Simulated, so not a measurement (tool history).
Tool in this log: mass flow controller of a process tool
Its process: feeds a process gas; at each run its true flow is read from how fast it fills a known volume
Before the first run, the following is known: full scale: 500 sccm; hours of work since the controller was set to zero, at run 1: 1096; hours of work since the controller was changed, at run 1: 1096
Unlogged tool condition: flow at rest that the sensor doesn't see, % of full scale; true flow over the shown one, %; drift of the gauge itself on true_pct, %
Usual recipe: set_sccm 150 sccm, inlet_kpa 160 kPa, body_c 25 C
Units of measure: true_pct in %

run    hour  set_sccm  inlet_kpa  body_c  hours of work since the controller was set to zero  hours of work since the controller was changed  true_pct
  1     0.0       150        160      25                                                1096                                            1096     98.35
  2   189.3       150        160      37                                                1220                                            1220     99.15
  3   366.4       150        248      25                                                1336                                            1336     98.41
  4   606.4       150        248      25                                                1493                                            1493     98.22
  5   780.2       150        248      25                                                1607                                            1607     97.97
  6   898.8       150        248      25                                                1685                                            1685     97.94
  7  1076.8       150        248      25                                                1802                                            1802     97.83
  8  1206.1       231        165      25                                                1887                                            1887     97.94
  9  1308.4        62        165      25                                                1954                                            1954     97.16
 10  1463.4       150        176      25                                                2055                                            2055     97.39
 11  1668.0        53        160      25                                                2190                                            2190     96.74
 12  1894.7       173        187      30                                                2338                                            2338     97.67
 13  2094.6       150        200      37                                                2469                                            2469     97.86

What does the tool deliver on the next run?
 14  2233.2       150        206      25                                                2560                                            2560         ?

{"run 14": {"true_pct": 97.11}}
Had the tool carried no hidden state, the very same run would have given true_pct 98.62 %.
